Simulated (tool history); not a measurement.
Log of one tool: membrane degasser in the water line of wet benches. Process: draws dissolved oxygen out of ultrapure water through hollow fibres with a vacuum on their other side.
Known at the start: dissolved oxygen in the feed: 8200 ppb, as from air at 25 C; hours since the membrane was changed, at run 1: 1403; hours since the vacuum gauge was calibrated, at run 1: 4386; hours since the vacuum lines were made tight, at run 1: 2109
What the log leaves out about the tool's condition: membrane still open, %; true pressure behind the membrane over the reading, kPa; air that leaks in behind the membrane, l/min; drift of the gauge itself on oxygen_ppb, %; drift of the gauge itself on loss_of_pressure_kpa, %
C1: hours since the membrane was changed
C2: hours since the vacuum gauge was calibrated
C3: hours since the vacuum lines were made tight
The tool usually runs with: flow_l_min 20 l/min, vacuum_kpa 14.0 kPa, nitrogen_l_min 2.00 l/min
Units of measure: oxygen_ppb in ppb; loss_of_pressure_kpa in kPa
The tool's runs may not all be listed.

{"run": 1, "hour": 0.0, "flow_l_min": 20, "vacuum_kpa": 14.0, "nitrogen_l_min": 2.0, "C1": 1403, "C2": 4386, "C3": 2109, "oxygen_ppb": 281.6, "loss_of_pressure_kpa": 26.66}
{"run": 2, "hour": 240.3, "flow_l_min": 20, "vacuum_kpa": 14.0, "nitrogen_l_min": 2.0, "C1": 1644, "C2": 4626, "C3": 2350, "oxygen_ppb": 279.8, "loss_of_pressure_kpa": 26.16}
{"run": 3, "hour": 513.9, "flow_l_min": 20, "vacuum_kpa": 14.0, "nitrogen_l_min": 3.0, "C1": 1917, "C2": 4899, "C3": 2623, "oxygen_ppb": 199.4, "loss_of_pressure_kpa": 26.45}
{"run": 4, "hour": 723.8, "flow_l_min": 20, "vacuum_kpa": 14.0, "nitrogen_l_min": 2.0, "C1": 2127, "C2": 5109, "C3": 2833, "oxygen_ppb": 282.4, "loss_of_pressure_kpa": 26.41}
{"run": 5, "hour": 991.8, "flow_l_min": 20, "vacuum_kpa": 14.0, "nitrogen_l_min": 2.0, "C1": 2395, "C2": 5377, "C3": 3101, "oxygen_ppb": 285.9, "loss_of_pressure_kpa": 26.65}
{"run": 6, "hour": 1111.1, "flow_l_min": 20, "vacuum_kpa": 14.0, "nitrogen_l_min": 2.0, "C1": 2515, "C2": 5497, "C3": 3221, "oxygen_ppb": 281.1, "loss_of_pressure_kpa": 26.47}
{"hour": 1244.1, "done": "vacuum gauge calibrated"}
{"run": 7, "hour": 1383.9, "flow_l_min": 17, "vacuum_kpa": 9.3, "nitrogen_l_min": 3.95, "C1": 2787, "C2": 140, "C3": 3493, "oxygen_ppb": 76.9, "loss_of_pressure_kpa": 22.79}
{"run": 8, "hour": 1605.3, "flow_l_min": 17, "vacuum_kpa": 11.3, "nitrogen_l_min": 2.64, "C1": 3008, "C2": 361, "C3": 3714, "oxygen_ppb": 140.4, "loss_of_pressure_kpa": 23.13}
{"hour": 1816.4, "done": "seals of the vacuum lines changed"}
{"run": 9, "hour": 1869.0, "flow_l_min": 22, "vacuum_kpa": 23.8, "nitrogen_l_min": 5.42, "C1": 3270, "C2": 623, "C3": 53, "oxygen_ppb": 222.5, "loss_of_pressure_kpa": 29.25}
{"run": 10, "hour": 1997.2, "flow_l_min": 22, "vacuum_kpa": 23.8, "nitrogen_l_min": 1.22, "C1": 3398, "C2": 751, "C3": 181, "oxygen_ppb": 783.0, "loss_of_pressure_kpa": 29.71}
{"run": 11, "hour": 2189.0, "flow_l_min": 20, "vacuum_kpa": 26.9, "nitrogen_l_min": 0.84, "C1": 3590, "C2": 943, "C3": 373, "oxygen_ppb": 1114.8, "loss_of_pressure_kpa": 27.29}

Across each entry between runs, compare the hidden state at the last listed run before it with the hidden state at the first listed run after it:
Between runs 6 and 7: vacuum gauge calibrated (hour 1244.1)
  membrane still open, %: 97.3 -> 97; true pressure behind the membrane over the reading, kPa: 0.71 -> 0.08; air that leaks in behind the membrane, l/min: 0.0212 -> 0.0226
  measured less the result without the state, oxygen_ppb: +24.0 -> +5.1 ppb; loss_of_pressure_kpa: +0.73 -> +0.68 kPa
Between runs 8 and 9: seals of the vacuum lines changed (hour 1816.4)
  membrane still open, %: 96.8 -> 96.5; true pressure behind the membrane over the reading, kPa: 0.11 -> 0.14; air that leaks in behind the membrane, l/min: 0.0239 -> 0.0028
  measured less the result without the state, oxygen_ppb: +8.1 -> +5.4 ppb; loss_of_pressure_kpa: +0.74 -> +1.04 kPa

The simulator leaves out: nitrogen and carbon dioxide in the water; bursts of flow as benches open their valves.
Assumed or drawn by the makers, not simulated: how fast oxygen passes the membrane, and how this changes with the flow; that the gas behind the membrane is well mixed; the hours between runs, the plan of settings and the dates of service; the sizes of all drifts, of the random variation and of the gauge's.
